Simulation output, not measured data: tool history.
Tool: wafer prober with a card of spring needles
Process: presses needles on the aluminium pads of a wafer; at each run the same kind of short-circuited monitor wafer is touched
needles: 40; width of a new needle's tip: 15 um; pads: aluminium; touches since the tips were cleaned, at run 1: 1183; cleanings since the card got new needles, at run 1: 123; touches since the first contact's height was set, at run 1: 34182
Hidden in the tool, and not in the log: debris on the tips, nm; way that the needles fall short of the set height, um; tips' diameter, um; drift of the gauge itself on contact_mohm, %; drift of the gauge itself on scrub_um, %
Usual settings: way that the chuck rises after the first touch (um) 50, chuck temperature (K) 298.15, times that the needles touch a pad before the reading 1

run   hour  way that the chuck rises after the first touch (um)  chuck temperature (K)  times that the needles touch a pad before the reading  touches since the tips were cleaned  cleanings since the card got new needles  touches since the first contact's height was set  resistance of one needle with its contact and lead (mohm)  way that a needle slides on the pad (um)
  1      0                                                   50                 298.15                                                      1                                 1183                                       123                                             34182                                                        387                                      9.86
       1.7  -- tips cleaned on abrasive film
       5.9  -- tips cleaned on abrasive film
      10.2  -- tips cleaned on abrasive film
      14.5  -- tips cleaned on abrasive film
      18.7  -- tips cleaned on abrasive film
        23  -- tips cleaned on abrasive film
      26.4  -- tips cleaned on abrasive film
      30.6  -- tips cleaned on abrasive film
      34.1  -- tips cleaned on abrasive film
      38.3  -- tips cleaned on abrasive film
      42.6  -- tips cleaned on abrasive film
        46  -- tips cleaned on abrasive film
      50.3  -- tips cleaned on abrasive film
  2   53.2                                                   50                 298.15                                                      1                                 1414                                       136                                             58739                                                        427                                      9.71
      54.2  -- tips cleaned on abrasive film
      58.4  -- tips cleaned on abrasive film
      61.9  -- tips cleaned on abrasive film
      66.1  -- tips cleaned on abrasive film
      70.4  -- tips cleaned on abrasive film
      74.6  -- tips cleaned on abrasive film
      78.9  -- tips cleaned on abrasive film
      83.1  -- tips cleaned on abrasive film
      87.4  -- tips cleaned on abrasive film
      91.6  -- tips cleaned on abrasive film
      95.1  -- tips cleaned on abrasive film
      99.3  -- tips cleaned on abrasive film
     102.7  -- tips cleaned on abrasive film
       107  -- tips cleaned on abrasive film
  3  109.3                                                   50                 298.15                                                      1                                 1103                                       150                                             84590                                                        414                                      9.26
     111.1  -- tips cleaned on abrasive film
     115.3  -- tips cleaned on abrasive film
     119.6  -- tips cleaned on abrasive film
       123  -- tips cleaned on abrasive film
     127.3  -- tips cleaned on abrasive film
     131.5  -- tips cleaned on abrasive film
     135.8  -- tips cleaned on abrasive film
     136.1  -- height of the first contact set anew
     139.5  -- tips cleaned on abrasive film
     143.8  -- tips cleaned on abrasive film
       148  -- tips cleaned on abrasive film
     152.3  -- tips cleaned on abrasive film
     155.7  -- tips cleaned on abrasive film
       160  -- tips cleaned on abrasive film
  4  161.9                                                   50                 298.15                                                      1                                  935                                       163                                             11935                                                        386                                     10.15
     163.7  -- tips cleaned on abrasive film
     167.1  -- tips cleaned on abrasive film
     171.4  -- tips cleaned on abrasive film
     175.6  -- tips cleaned on abrasive film
     179.1  -- tips cleaned on abrasive film
     183.3  -- tips cleaned on abrasive film
     187.6  -- tips cleaned on abrasive film
       191  -- tips cleaned on abrasive film
     195.2  -- tips cleaned on abrasive film
  5  196.9                                                   58                 298.15                                                      1                                  772                                       172                                             28026                                                        356                                     11.47
     199.5  -- tips cleaned on abrasive film
     203.7  -- tips cleaned on abrasive film
       208  -- tips cleaned on abrasive film
     212.2  -- tips cleaned on abrasive film
     215.7  -- tips cleaned on abrasive film
     219.9  -- tips cleaned on abrasive film
     224.2  -- tips cleaned on abrasive film
     227.6  -- tips cleaned on abrasive film
     231.8  -- tips cleaned on abrasive film
     235.3  -- tips cleaned on abrasive film
     239.5  -- tips cleaned on abrasive film
  6  242.4                                                   50                 298.15                                                      1                                 1347                                       183                                             49015                                                        431                                      9.76
     243.3  -- tips cleaned on abrasive film
     246.7  -- tips cleaned on abrasive film
       251  -- tips cleaned on abrasive film
     255.2  -- tips cleaned on abrasive film
     258.7  -- tips cleaned on abrasive film
     262.9  -- tips cleaned on abrasive film
     267.2  -- tips cleaned on abrasive film
     271.4  -- tips cleaned on abrasive film
     275.7  -- tips cleaned on abrasive film
     279.9  -- tips cleaned on abrasive film
     284.2  -- tips cleaned on abrasive film
     287.6  -- tips cleaned on abrasive film
     291.9  -- tips cleaned on abrasive film
     295.3  -- tips cleaned on abrasive film
  7  296.3                                                   34                 298.15                                                      1                                  461                                       197                                             73834                                                        489                                       6.3
     298.9  -- tips cleaned on abrasive film
     303.1  -- tips cleaned on abrasive film
     307.4  -- tips cleaned on abrasive film
     311.6  -- tips cleaned on abrasive film
     315.9  -- tips cleaned on abrasive film
     319.3  -- tips cleaned on abrasive film
     323.6  -- tips cleaned on abrasive film
     327.8  -- tips cleaned on abrasive film
     331.2  -- tips cleaned on abrasive film
     335.5  -- tips cleaned on abrasive film
  8  337.3                                                   34                 298.15                                                      1                                  837                                       207                                             92737                                                        599                                         6
       339  -- tips cleaned on abrasive film
     342.4  -- tips cleaned on abrasive film
     346.7  -- tips cleaned on abrasive film
       347  -- height of the first contact set anew
     350.4  -- tips cleaned on abrasive film
     354.7  -- tips cleaned on abrasive film
     358.9  -- tips cleaned on abrasive film
     363.2  -- tips cleaned on abrasive film
     367.4  -- tips cleaned on abrasive film
     371.7  -- tips cleaned on abrasive film
     375.9  -- tips cleaned on abrasive film
  9  376.6                                                   50                 298.15                                                      3                                  310                                       217                                             13667                                                        317                                     10.06
       380  -- tips cleaned on abrasive film
     384.3  -- tips cleaned on abrasive film
     388.5  -- tips cleaned on abrasive film
     392.8  -- tips cleaned on abrasive film
       397  -- tips cleaned on abrasive film
     401.3  -- tips cleaned on abrasive film
     405.6  -- tips cleaned on abrasive film
       409  -- tips cleaned on abrasive film
     413.2  -- tips cleaned on abrasive film
     417.5  -- tips cleaned on abrasive film
     421.7  -- tips cleaned on abrasive film
       426  -- tips cleaned on abrasive film
 10  427.2                                                   47                 345.15                                                      2                                  587                                       229                                             37039                                                        363                                      9.18
     429.8  -- tips cleaned on abrasive film
     433.3  -- tips cleaned on abrasive film
     437.5  -- tips cleaned on abrasive film
     441.8  -- tips cleaned on abrasive film
       446  -- tips cleaned on abrasive film
     449.4  -- tips cleaned on abrasive film
     452.9  -- tips cleaned on abrasive film
 11  453.9                                                   47                 345.15                                                      2                                  471                                       236                                             49296                                                        374                                      9.04
     456.5  -- tips cleaned on abrasive film
     460.7  -- tips cleaned on abrasive film
     464.1  -- tips cleaned on abrasive film
     468.4  -- tips cleaned on abrasive film
     471.8  -- tips cleaned on abrasive film
     476.1  -- tips cleaned on abrasive film
     480.3  -- tips cleaned on abrasive film
     483.8  -- tips cleaned on abrasive film
       488  -- tips cleaned on abrasive film
     491.4  -- tips cleaned on abrasive film
     495.7  -- tips cleaned on abrasive film
     499.9  -- tips cleaned on abrasive film
     503.4  -- tips cleaned on abrasive film
 12  504.1                                                   50                 320.15                                                      1                                  326                                       249                                             72409                                                        370                                      9.49
     507.5  -- tips cleaned on abrasive film
     511.7  -- tips cleaned on abrasive film
       516  -- tips cleaned on abrasive film
     520.3  -- tips cleaned on abrasive film
     524.5  -- tips cleaned on abrasive film
     528.8  -- tips cleaned on abrasive film
       533  -- tips cleaned on abrasive film
     536.4  -- tips cleaned on abrasive film
     540.7  -- tips cleaned on abrasive film
       545  -- tips cleaned on abrasive film
     549.2  -- tips cleaned on abrasive film
     553.5  -- tips cleaned on abrasive film
 13    556                                                   51                 298.15                                                      2                                 1198                                       261                                             96392                                                        390                                      9.43
     556.9  -- tips cleaned on abrasive film
     557.2  -- height of the first contact set anew
     561.5  -- tips cleaned on abrasive film
     565.7  -- tips cleaned on abrasive film
       570  -- tips cleaned on abrasive film
     573.4  -- tips cleaned on abrasive film
     577.7  -- tips cleaned on abrasive film
     581.9  -- tips cleaned on abrasive film
     585.4  -- tips cleaned on abrasive film
 14  585.4                                                   49                 392.15                                                      1                                    0                                       269                                             12982                                                        354                                      9.76
     589.6  -- tips cleaned on abrasive film
     593.1  -- tips cleaned on abrasive film
     597.3  -- tips cleaned on abrasive film
     600.7  -- tips cleaned on abrasive film
       605  -- tips cleaned on abrasive film
     608.4  -- tips cleaned on abrasive film
     612.7  -- tips cleaned on abrasive film
     616.9  -- tips cleaned on abrasive film
 15  618.9                                                   60                 326.15                                                      1                                  928                                       277                                             28436                                                        388                                     12.05
     620.6  -- tips cleaned on abrasive film
     624.9  -- tips cleaned on abrasive film
     629.2  -- tips cleaned on abrasive film
     633.4  -- tips cleaned on abrasive film
     636.8  -- tips cleaned on abrasive film
     641.1  -- tips cleaned on abrasive film
     645.3  -- tips cleaned on abrasive film
 16  647.2                                                   60                 326.15                                                      1                                  863                                       284                                             41480                                                        401                                     11.72
     648.9  -- tips cleaned on abrasive film
     653.2  -- tips cleaned on abrasive film
     657.4  -- tips cleaned on abrasive film
     661.7  -- tips cleaned on abrasive film
     665.9  -- tips cleaned on abrasive film
     670.2  -- tips cleaned on abrasive film
     674.5  -- tips cleaned on abrasive film
     677.9  -- tips cleaned on abrasive film
     682.1  -- tips cleaned on abrasive film
     685.6  -- tips cleaned on abrasive film
     689.8  -- tips cleaned on abrasive film
     694.1  -- tips cleaned on abrasive film
 17  695.7                                                   50                 311.15                                                      3                                  792                                       296                                             63875                                                        353                                       9.5

4 ways to go on from here, each from the tool as it stands after run 17. What would each give?
     697.6  -- tips cleaned on abrasive film
     701.8  -- tips cleaned on abrasive film
     706.1  -- tips cleaned on abrasive film
     710.3  -- tips cleaned on abrasive film
     714.6  -- tips cleaned on abrasive film
     718.9  -- tips cleaned on abrasive film
     723.1  -- tips cleaned on abrasive film
  A  724.9                                                   38                 341.15                                                      2                                  859                                       303                                             77339                                                          ?                                         ?
     697.6  -- tips cleaned on abrasive film
     701.8  -- tips cleaned on abrasive film
     706.1  -- tips cleaned on abrasive film
     710.3  -- tips cleaned on abrasive film
     714.6  -- tips cleaned on abrasive film
     718.9  -- tips cleaned on abrasive film
     723.1  -- tips cleaned on abrasive film
  B  724.9                                                   49                 298.15                                                      1                                  859                                       303                                             77339                                                          ?                                         ?
     697.6  -- tips cleaned on abrasive film
     701.8  -- tips cleaned on abrasive film
     706.1  -- tips cleaned on abrasive film
     710.3  -- tips cleaned on abrasive film
     714.6  -- tips cleaned on abrasive film
     718.9  -- tips cleaned on abrasive film
     723.1  -- tips cleaned on abrasive film
  C  724.9                                                   40                 311.15                                                      3                                  859                                       303                                             77339                                                          ?                                         ?
     697.6  -- tips cleaned on abrasive film
     701.8  -- tips cleaned on abrasive film
     706.1  -- tips cleaned on abrasive film
     710.3  -- tips cleaned on abrasive film
     714.6  -- tips cleaned on abrasive film
     718.9  -- tips cleaned on abrasive film
     723.1  -- tips cleaned on abrasive film
  D  724.9                                                   50                 377.15                                                      2                                  859                                       303                                             77339                                                          ?                                         ?

run  resistance of one needle with its contact and lead (mohm)  way that a needle slides on the pad (um)
  A                                                        486                                      6.89
  B                                                        446                                      9.17
  C                                                        398                                      7.44
  D                                                        406                                      9.48
Without the tool's hidden state the same runs would have given:
run  resistance of one needle with its contact and lead (mohm)  way that a needle slides on the pad (um)
  A                                                        310                                       7.6
  B                                                        281                                      9.88
  C                                                        291                                      8.15
  D                                                        307                                      10.2
